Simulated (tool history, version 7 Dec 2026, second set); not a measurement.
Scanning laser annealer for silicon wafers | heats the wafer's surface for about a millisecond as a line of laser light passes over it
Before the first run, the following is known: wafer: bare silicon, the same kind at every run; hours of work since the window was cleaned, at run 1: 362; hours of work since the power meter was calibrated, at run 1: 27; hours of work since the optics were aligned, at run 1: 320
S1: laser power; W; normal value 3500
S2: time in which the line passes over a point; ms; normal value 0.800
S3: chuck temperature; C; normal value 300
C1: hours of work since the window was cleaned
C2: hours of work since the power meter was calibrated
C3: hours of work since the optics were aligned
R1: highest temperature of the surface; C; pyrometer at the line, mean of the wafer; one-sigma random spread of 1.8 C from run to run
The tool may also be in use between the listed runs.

| run | day | S1 | S2 | S3 | C1 | C2 | C3 | R1 |
|---|---|---|---|---|---|---|---|---|
| 1 | 0.000 | 3500 | 0.800 | 300 | 362 | 27 | 320 | 1020 |
| 2 | 0.388 | 3500 | 0.800 | 300 | 369 | 34 | 326 | 1016 |
| 3 | 0.608 | 3500 | 0.800 | 300 | 372 | 37 | 330 | 1016 |
| 4 | 0.892 | 3500 | 0.701 | 300 | 377 | 42 | 335 | 970 |
| 5 | 1.079 | 3500 | 0.701 | 300 | 380 | 45 | 338 | 971 |
| 6 | 1.300 | 3500 | 0.701 | 300 | 383 | 48 | 341 | 970 |
| 7 | 1.625 | 3500 | 0.701 | 300 | 389 | 54 | 347 | 970 |
| 8 | 1.933 | 3588 | 0.564 | 292 | 394 | 59 | 352 | 908 |
| 9 | 2.221 | 3455 | 0.800 | 336 | 398 | 63 | 356 | 1042 |
| 10 | 2.617 | 3455 | 0.800 | 336 | 405 | 70 | 363 | 1042 |
| 11 | 2.838 | 3455 | 0.877 | 336 | 408 | 73 | 366 | 1077 |
| 12 | 3.238 | 3216 | 0.696 | 283 | 415 | 80 | 373 | 885 |
| 13 | 3.442 | 3216 | 0.696 | 283 | 418 | 83 | 376 | 883 |

Alternative continuations, all from the tool just after run 13; predict every row:
| A | 3.792 | 3847 | 0.743 | 313 | 424 | 89 | 382 | ? |
| B | 3.792 | 3706 | 0.718 | 283 | 424 | 89 | 382 | ? |
| C | 3.792 | 3736 | 0.945 | 339 | 424 | 89 | 382 | ? |
| D | 3.792 | 3077 | 0.579 | 300 | 424 | 89 | 382 | ? |
| E | 3.792 | 3456 | 0.698 | 308 | 424 | 89 | 382 | ? |

| run | R1 |
|---|---|
| A | 1085 |
| B | 1008 |
| C | 1189 |
| D | 818 |
| E | 965 |
The same runs, with their run-to-run variation unchanged, on a tool lacking any hidden condition would have given:
| run | R1 |
|---|---|
| A | 1104 |
| B | 1026 |
| C | 1210 |
| D | 831 |
| E | 981 |

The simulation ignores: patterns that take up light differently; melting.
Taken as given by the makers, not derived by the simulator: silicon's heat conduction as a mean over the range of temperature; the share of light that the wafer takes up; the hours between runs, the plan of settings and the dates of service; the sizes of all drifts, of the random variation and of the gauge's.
